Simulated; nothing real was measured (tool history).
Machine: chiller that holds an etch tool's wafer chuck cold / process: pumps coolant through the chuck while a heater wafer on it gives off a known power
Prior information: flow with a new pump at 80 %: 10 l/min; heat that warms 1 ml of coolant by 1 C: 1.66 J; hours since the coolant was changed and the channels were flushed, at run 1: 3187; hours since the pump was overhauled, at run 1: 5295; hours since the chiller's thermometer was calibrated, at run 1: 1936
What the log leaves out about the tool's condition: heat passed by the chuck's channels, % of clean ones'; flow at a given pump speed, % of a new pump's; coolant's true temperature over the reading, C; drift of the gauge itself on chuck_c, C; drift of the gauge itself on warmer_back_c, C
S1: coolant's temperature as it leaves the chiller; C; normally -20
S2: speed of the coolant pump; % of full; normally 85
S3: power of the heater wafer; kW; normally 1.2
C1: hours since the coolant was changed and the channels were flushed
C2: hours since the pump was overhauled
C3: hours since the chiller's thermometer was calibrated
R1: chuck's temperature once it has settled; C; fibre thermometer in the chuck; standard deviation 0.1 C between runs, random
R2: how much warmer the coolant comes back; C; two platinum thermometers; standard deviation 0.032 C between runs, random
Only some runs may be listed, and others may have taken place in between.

run,hour,S1,S2,S3,C1,C2,C3,R1,R2
1,0,-20,85,1.2,3187,5295,1936,-5,4.46
2,126.6,-20,85,1.2,3314,5422,2062,-5,4.4
# hour 152.9: chiller's thermometer calibrated
3,240.7,-20,85,1.2,3427,5535,88,-4.9,4.4
4,340.1,-20,60,1.2,3527,5635,187,1.1,6.42
5,429.9,-20,85,1.2,3616,5724,277,-4.8,4.43
6,519.8,-20,85,1.2,3706,5814,367,-4.9,4.48
# hour 554.5: chiller's thermometer calibrated, once more
7,599.4,-20,85,1.2,3785,5893,45,-4.8,4.48
8,671.8,-22,85,1.2,3857,5965,117,-6.7,4.44
9,731.3,-12,72,0.92,3917,6025,177,1.7,4.07
10,845.3,-28,79,1.586,4031,6139,291,-6,6.38
11,961.8,-28,79,1.586,4147,6255,407,-6,6.42
12,1104.4,-15,85,1.441,4290,6398,550,3.7,5.33
13,1181.7,-20,88,1.2,4367,6475,627,-4.9,4.32
14,1318.7,-13,82,0.636,4504,6612,764,-4.3,2.45
15,1410.1,-12,77,1.12,4596,6704,856,4.1,4.72

Some steps in R1, run to run, broken into two amounts with sign: the step expected even without the hidden condition (settings, incoming material, random variation), and the rest, left for the hidden condition together with whatever gauge scatter is not in both the measured and the hidden-condition-free result:
Run 9 -> 10: S1 -12 -> -28, S2 72 -> 79, S3 0.92 -> 1.586. R1 -7.7 C: hidden state +1.2, all else -8.9.
Run 11 -> 12: S1 -28 -> -15, S2 79 -> 85, S3 1.586 -> 1.441. R1 +9.7 C: hidden state -0.4, all else +10.1.

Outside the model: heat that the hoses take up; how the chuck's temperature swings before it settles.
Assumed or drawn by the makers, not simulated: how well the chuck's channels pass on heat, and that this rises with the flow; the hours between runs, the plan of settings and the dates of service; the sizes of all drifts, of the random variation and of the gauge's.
